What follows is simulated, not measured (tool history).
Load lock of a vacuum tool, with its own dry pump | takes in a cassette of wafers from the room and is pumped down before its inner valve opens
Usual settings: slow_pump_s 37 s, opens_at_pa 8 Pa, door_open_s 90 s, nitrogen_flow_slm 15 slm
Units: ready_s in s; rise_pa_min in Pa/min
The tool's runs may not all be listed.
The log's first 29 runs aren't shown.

run,day,slow_pump_s,opens_at_pa,door_open_s,nitrogen_flow_slm,hours that the pump has run since its overhaul,times that the door has closed on its seal,"incoming humidity of the room's air, %",ready_s,rise_pa_min
30,436.467,37,8,88,15,396,40772,44.6,71.3,0.101
31,448.192,24,11,56,15,677,41763,42.3,61.0,0.102
32,466.029,28,8,90,30,1105,43271,42.5,65.1,0.102
33,476.212,28,8,190,30,1349,44131,50.1,65.3,0.123
34,490.662,31,11,30,11,1696,45352,47.0,66.5,0.104
35,508.567,37,8,90,40,2126,46865,42.6,72.8,0.114
36,525.075,37,8,90,40,2522,48260,45.6,72.6,0.117
37,541.542,71,8,103,40,2917,49651,44.7,96.2,0.125

3 ways to go on from here, each from the tool as it stands after run 37. What would each give?
A,555.408,71,8,103,40,3250,50823,42.4,?,?
B,555.408,20,12,103,40,3250,50823,43.4,?,?
C,555.408,54,8,103,40,3250,50823,47.0,?,?

run,ready_s,rise_pa_min
A,96.6,0.123
B,59.5,0.127
C,85.8,0.125
Without the tool's hidden state the same runs would have given:
run,ready_s,rise_pa_min
A,95.1,0.023
B,57.2,0.025
C,84.0,0.024

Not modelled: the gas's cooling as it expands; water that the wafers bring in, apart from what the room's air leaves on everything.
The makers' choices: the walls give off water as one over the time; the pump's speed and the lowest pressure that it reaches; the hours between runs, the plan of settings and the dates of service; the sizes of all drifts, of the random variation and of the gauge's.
